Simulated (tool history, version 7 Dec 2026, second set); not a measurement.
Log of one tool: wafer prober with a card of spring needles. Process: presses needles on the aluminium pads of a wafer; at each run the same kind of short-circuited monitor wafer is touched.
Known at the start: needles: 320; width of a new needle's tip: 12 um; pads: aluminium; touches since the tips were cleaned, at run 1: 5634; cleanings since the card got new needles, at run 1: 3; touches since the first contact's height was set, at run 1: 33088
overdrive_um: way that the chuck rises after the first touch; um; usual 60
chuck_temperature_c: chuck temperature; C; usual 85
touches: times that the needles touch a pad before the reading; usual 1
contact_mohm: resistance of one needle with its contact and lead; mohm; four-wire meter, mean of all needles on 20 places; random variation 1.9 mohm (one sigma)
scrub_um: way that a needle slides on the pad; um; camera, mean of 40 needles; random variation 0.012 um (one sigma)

run	hour	overdrive_um	chuck_temperature_c	touches	touches since the tips were cleaned	cleanings since the card got new needles	touches since the first contact's height was set	contact_mohm	scrub_um
1	0	60	85	1	5634	3	33088	295	12.44
2	7.1	60	85	1	7833	3	35287	299	12.45
# hour 7.8: tips cleaned on abrasive film
3	16.2	57	85	1	2600	4	38095	288	11.81
4	27	57	85	1	5979	4	41474	299	11.81
5	33.1	60	35	1	7889	4	43384	281	12.43
# hour 34.3: tips cleaned on abrasive film
6	42.6	55	85	1	2569	5	46288	293	11.4
7	47.9	55	85	1	4228	5	47947	294	11.37
8	59.6	60	65	1	7891	5	51610	290	12.41
# hour 60.6: tips cleaned on abrasive film
9	66.4	60	85	2	1792	6	53676	277	12.41
10	77	60	85	1	5110	6	56994	292	12.42
11	85.7	60	85	1	7824	6	59708	297	12.4
# hour 86.6: tips cleaned on abrasive film
12	92	43	85	1	1686	7	61620	287	8.87
13	97.8	43	85	1	3509	7	63443	300	8.87
14	104.7	43	85	2	5667	7	65601	295	8.86
15	110	60	85	1	7305	7	67239	297	12.39
# hour 112.6: tips cleaned on abrasive film
16	122.6	60	85	1	3117	8	71142	290	12.4
17	131.2	60	85	1	5791	8	73816	291	12.39
# hour 139.4: tips cleaned on abrasive film
18	141.6	60	85	1	699	9	77032	279	12.38

Run 19 comes next. What will it give?
19	150.3	54	25	2	3393	9	79726	?	?

Run 19 gave contact_mohm 267 mohm, scrub_um 11.11 um.
Without the tool's hidden state the same run would have given contact_mohm 252 mohm, scrub_um 11.22 um.
